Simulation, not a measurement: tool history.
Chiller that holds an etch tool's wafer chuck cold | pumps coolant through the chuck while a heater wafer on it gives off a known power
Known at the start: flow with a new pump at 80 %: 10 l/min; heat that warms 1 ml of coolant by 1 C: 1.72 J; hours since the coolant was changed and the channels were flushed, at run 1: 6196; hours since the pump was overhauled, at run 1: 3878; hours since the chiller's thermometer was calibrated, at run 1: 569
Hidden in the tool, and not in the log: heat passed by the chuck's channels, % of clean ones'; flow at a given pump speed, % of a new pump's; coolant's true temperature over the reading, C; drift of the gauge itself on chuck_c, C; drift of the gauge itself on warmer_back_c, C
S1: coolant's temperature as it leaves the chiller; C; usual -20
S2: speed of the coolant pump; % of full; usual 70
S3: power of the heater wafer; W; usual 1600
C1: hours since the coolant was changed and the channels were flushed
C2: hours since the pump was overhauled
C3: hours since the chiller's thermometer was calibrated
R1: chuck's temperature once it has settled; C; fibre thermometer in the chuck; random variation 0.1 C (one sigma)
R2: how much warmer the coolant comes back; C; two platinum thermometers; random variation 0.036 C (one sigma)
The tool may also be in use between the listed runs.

run 1 hour=0 | S1=-20 S2=70 S3=1600 | C1=6196 C2=3878 C3=569 | R1=-7.1 R2=6.37
run 2 hour=65 | S1=-23 S2=70 S3=1600 | C1=6261 C2=3943 C3=634 | R1=-10 R2=6.39
run 3 hour=195.2 | S1=-23 S2=70 S3=1600 | C1=6392 C2=4073 C3=765 | R1=-10.1 R2=6.41
run 4 hour=288.2 | S1=-23 S2=70 S3=1600 | C1=6485 C2=4166 C3=858 | R1=-9.9 R2=6.34
run 5 hour=428.5 | S1=-23 S2=70 S3=1600 | C1=6625 C2=4307 C3=998 | R1=-9.9 R2=6.37
run 6 hour=494.4 | S1=-11 S2=70 S3=1600 | C1=6691 C2=4373 C3=1064 | R1=2 R2=6.27
run 7 hour=602.2 | S1=-20 S2=70 S3=1600 | C1=6799 C2=4481 C3=1172 | R1=-7 R2=6.31
-- hour=705 coolant changed, channels flushed
run 8 hour=742.5 | S1=-20 S2=70 S3=1600 | C1=37 C2=4615 C3=1306 | R1=-7.2 R2=6.21
run 9 hour=821.3 | S1=-20 S2=70 S3=1600 | C1=116 C2=4694 C3=1385 | R1=-7 R2=6.22
run 10 hour=979.3 | S1=-20 S2=70 S3=1600 | C1=274 C2=4852 C3=1543 | R1=-6.9 R2=6.18
run 11 hour=1121.4 | S1=-17 S2=70 S3=1600 | C1=416 C2=4994 C3=1685 | R1=-4.1 R2=6.2
run 12 hour=1208.4 | S1=-17 S2=70 S3=1600 | C1=503 C2=5081 C3=1772 | R1=-4 R2=6.2
run 13 hour=1304.3 | S1=-17 S2=70 S3=1600 | C1=599 C2=5177 C3=1868 | R1=-4 R2=6.13
run 14 hour=1430.9 | S1=-30 S2=70 S3=1649 | C1=726 C2=5303 C3=1994 | R1=-16.5 R2=6.3
-- hour=1494.5 chiller's thermometer calibrated
run 15 hour=1521.4 | S1=-12 S2=70 S3=1600 | C1=815 C2=5393 C3=27 | R1=1 R2=6.1
run 16 hour=1611.8 | S1=-12 S2=70 S3=1600 | C1=906 C2=5483 C3=117 | R1=1 R2=6.06
run 17 hour=1687.7 | S1=-29 S2=75 S3=2396 | C1=982 C2=5559 C3=193 | R1=-10.5 R2=8.57
-- hour=1761.6 gauge calibrated
run 18 hour=1778.2 | S1=-27 S2=82 S3=1585 | C1=1072 C2=5650 C3=284 | R1=-15.5 R2=5.41
run 19 hour=1915.7 | S1=-20 S2=69 S3=1161 | C1=1210 C2=5787 C3=421 | R1=-10.6 R2=4.7

Forecast each of these 4 alternatives for the next run:
run A hour=2066.4 | S1=-24 S2=95 S3=1005 | C1=1360 C2=5938 C3=572 | R1=? R2=?
run B hour=2066.4 | S1=-15 S2=81 S3=1744 | C1=1360 C2=5938 C3=572 | R1=? R2=?
run C hour=2066.4 | S1=-22 S2=71 S3=900 | C1=1360 C2=5938 C3=572 | R1=? R2=?
run D hour=2066.4 | S1=-20 S2=87 S3=851 | C1=1360 C2=5938 C3=572 | R1=? R2=?

run=A R1=-17.5 R2=2.9
run=B R1=-2.3 R2=6.02
run=C R1=-15 R2=3.43
run=D R1=-14.1 R2=2.71
Without the tool's hidden state the same runs would have given:
run=A R1=-17.5 R2=2.96
run=B R1=-2.3 R2=6.07
run=C R1=-15 R2=3.48
run=D R1=-14.1 R2=2.76
